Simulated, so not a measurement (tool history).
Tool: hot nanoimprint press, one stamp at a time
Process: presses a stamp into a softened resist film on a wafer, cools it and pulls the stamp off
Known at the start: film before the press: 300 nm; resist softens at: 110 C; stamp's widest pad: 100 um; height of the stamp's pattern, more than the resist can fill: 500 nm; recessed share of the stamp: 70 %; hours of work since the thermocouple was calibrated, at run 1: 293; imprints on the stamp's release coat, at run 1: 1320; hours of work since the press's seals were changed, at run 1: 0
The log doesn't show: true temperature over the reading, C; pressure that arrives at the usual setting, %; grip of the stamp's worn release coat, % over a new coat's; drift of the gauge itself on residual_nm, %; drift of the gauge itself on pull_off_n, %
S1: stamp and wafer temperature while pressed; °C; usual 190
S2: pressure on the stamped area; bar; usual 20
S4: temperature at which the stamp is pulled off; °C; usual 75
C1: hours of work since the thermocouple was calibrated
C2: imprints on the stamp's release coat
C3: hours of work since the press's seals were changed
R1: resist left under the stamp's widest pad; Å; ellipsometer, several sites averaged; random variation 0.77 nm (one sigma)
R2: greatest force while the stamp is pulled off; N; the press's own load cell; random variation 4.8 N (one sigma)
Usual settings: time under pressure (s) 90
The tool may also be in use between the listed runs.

Run 1, hour 0: usual settings; C1 293; C2 1320; C3 0. Result: R1 1765 Å, R2 233 N.
At hour 44.4: stamp cleaned and given a new release coat.
Run 2, hour 64.9: usual settings; C1 327; C2 53; C3 34. Result: R1 1762 Å, R2 231 N.
At hour 80.2: plate thermocouple calibrated.
Run 3, hour 145.9: usual settings but S1 201 °C; C1 38; C2 256; C3 79. Result: R1 1251 Å, R2 236 N.
Run 4, hour 220.4: usual settings but S4 63 °C; C1 81; C2 450; C3 122. Result: R1 1752 Å, R2 297 N.
Run 5, hour 268.5: usual settings but S4 63 °C; C1 109; C2 576; C3 150. Result: R1 1753 Å, R2 280 N.
Run 6, hour 315: usual settings but S4 63 °C; C1 136; C2 697; C3 177. Result: R1 1765 Å, R2 286 N.
Run 7, hour 360.3: usual settings but S2 19.5 bar, time under pressure (s) 92, S4 76 °C; C1 162; C2 815; C3 203. Result: R1 1769 Å, R2 239 N.
Run 8, hour 436.6: usual settings but S2 17.6 bar, time under pressure (s) 69, S4 79 °C; C1 206; C2 1014; C3 247. Result: R1 1996 Å, R2 213 N.
Run 9, hour 517.3: usual settings but S1 202 °C, S2 14.9 bar; C1 253; C2 1224; C3 294. Result: R1 1386 Å, R2 234 N.
At hour 598.9: stamp cleaned and given a new release coat.
Run 10, hour 602.7: usual settings but S1 202 °C, S2 14.9 bar; C1 299; C2 10; C3 340. Result: R1 1385 Å, R2 238 N.

Forecast run 11:
At hour 670.1: plate thermocouple calibrated.
Run 11, hour 690.5: usual settings but S1 202 °C, S2 14.9 bar, S4 81 °C; C1 12; C2 231; C3 389. Result: R1 ?, R2 ?.

{"run 11": {"R1": 1392, "R2": 212}}
Without the tool's hidden state the same run would have given R1 1381 Å, R2 212 N.

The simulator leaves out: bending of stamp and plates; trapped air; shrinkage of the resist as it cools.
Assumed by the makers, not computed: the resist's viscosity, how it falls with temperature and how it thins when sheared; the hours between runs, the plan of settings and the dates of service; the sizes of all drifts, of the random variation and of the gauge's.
